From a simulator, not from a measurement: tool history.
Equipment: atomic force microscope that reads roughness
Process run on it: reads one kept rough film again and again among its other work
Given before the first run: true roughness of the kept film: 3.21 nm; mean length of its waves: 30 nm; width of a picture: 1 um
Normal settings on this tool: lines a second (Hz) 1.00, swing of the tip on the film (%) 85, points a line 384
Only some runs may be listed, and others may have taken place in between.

run,hour,lines a second (Hz),swing of the tip on the film (%),points a line,roughness of the kept film (nm (root mean square))
1,0.0,1.00,85,384,2.574
2,12.1,1.00,85,384,2.504
3,25.9,1.00,85,384,2.464
4,35.6,1.00,85,384,2.428
5,49.0,1.00,85,384,2.375
6,62.9,1.00,85,384,2.337
# hour 76.8: new tip fitted
7,76.8,0.92,85,384,2.554
8,86.6,1.00,85,289,2.462
9,98.3,1.00,85,289,2.426
10,112.9,1.00,85,289,2.376
11,123.4,1.00,85,289,2.345
12,131.7,1.00,85,289,2.304
13,144.5,1.00,85,384,2.270
# hour 154.1: new tip fitted
14,160.8,0.68,85,384,2.600
15,172.9,0.68,55,384,2.649
16,183.8,1.00,85,384,2.434
17,191.1,1.00,85,384,2.405
18,199.2,1.00,82,384,2.409
19,208.1,1.00,82,384,2.369
20,223.1,1.00,82,778,2.335
# hour 231.6: new tip fitted
21,237.0,1.00,82,778,2.577
22,246.4,1.00,82,778,2.532
23,260.6,0.78,85,281,2.438
24,267.3,1.15,85,305,2.358
25,282.6,0.59,57,299,2.505
26,297.7,1.27,79,396,2.305
27,304.8,0.71,89,537,2.297
# hour 308.7: new tip fitted
28,316.0,0.79,69,476,2.640
29,328.0,0.79,69,476,2.626
# hour 330.2: height scale calibrated on a step standard
30,338.4,0.79,69,476,2.558
31,353.9,0.75,64,906,2.517
32,368.7,0.98,64,1016,2.448
# hour 374.9: height scale calibrated on a step standard, once more
33,381.1,3.30,83,325,1.987
# hour 387.8: new tip fitted
34,389.2,3.80,64,384,2.537
35,398.5,3.80,64,384,2.503
36,410.1,3.80,64,384,2.449
37,419.3,3.80,64,384,2.398
38,426.3,3.80,64,384,2.384
39,433.2,1.00,85,857,2.397
40,442.3,1.00,73,857,2.467
41,450.0,0.82,69,539,2.445
42,456.7,0.82,69,539,2.415
# hour 465.1: new tip fitted
43,465.1,1.43,84,508,2.499

Consider 3 possible next runs. They are alternatives, not a sequence: every one starts from the tool as it was left by run 43. What does each give?
A,480.5,1.00,61,850,?
B,480.5,1.43,84,287,?
C,480.5,3.73,74,430,?

run,roughness of the kept film (nm (root mean square))
A,2.651
B,2.422
C,2.291
What these runs would have given with no unlogged condition in the tool:
run,roughness of the kept film (nm (root mean square))
A,2.747
B,2.510
C,2.374
